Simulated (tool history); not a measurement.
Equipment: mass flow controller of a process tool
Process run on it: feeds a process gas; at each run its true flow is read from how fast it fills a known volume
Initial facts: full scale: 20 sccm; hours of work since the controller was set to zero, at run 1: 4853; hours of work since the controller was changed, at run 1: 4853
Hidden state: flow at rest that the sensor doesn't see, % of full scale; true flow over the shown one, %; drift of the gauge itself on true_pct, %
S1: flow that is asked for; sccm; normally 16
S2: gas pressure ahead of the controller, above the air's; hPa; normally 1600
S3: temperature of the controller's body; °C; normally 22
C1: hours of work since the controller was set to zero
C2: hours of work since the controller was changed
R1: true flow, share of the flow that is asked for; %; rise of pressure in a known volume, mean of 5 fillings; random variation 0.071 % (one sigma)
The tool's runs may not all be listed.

run    hour  S1    S2  S3    C1    C2     R1
  1       0  16  1600  22  4853  4853  99.83
  2   288.3  16  1600  22  4985  4985  99.81
  3   583.9  16  1930  22  5120  5120  99.81
  4   904.2  16  1930  22  5266  5266  99.69
  5  1080.4  16  1930  22  5347  5347  99.71
  6  1312.6  11  1930  22  5453  5453  99.31
  7  1466.3  11  1930  22  5523  5523  99.38
  8  1748.2  11  1930  22  5652  5652  99.28
  9  1926.1  17  1930  28  5733  5733  99.09
 10    2202   5  2080  31  5859  5859  98.05

Expected results for the next run?
 11  2558.6   2  2720  31  6022  6022   ?

Run 11 yielded R1 98.02 %.
Were there no unlogged condition in the tool, this run, its random variation unchanged, would have produced R1 98.68 %.

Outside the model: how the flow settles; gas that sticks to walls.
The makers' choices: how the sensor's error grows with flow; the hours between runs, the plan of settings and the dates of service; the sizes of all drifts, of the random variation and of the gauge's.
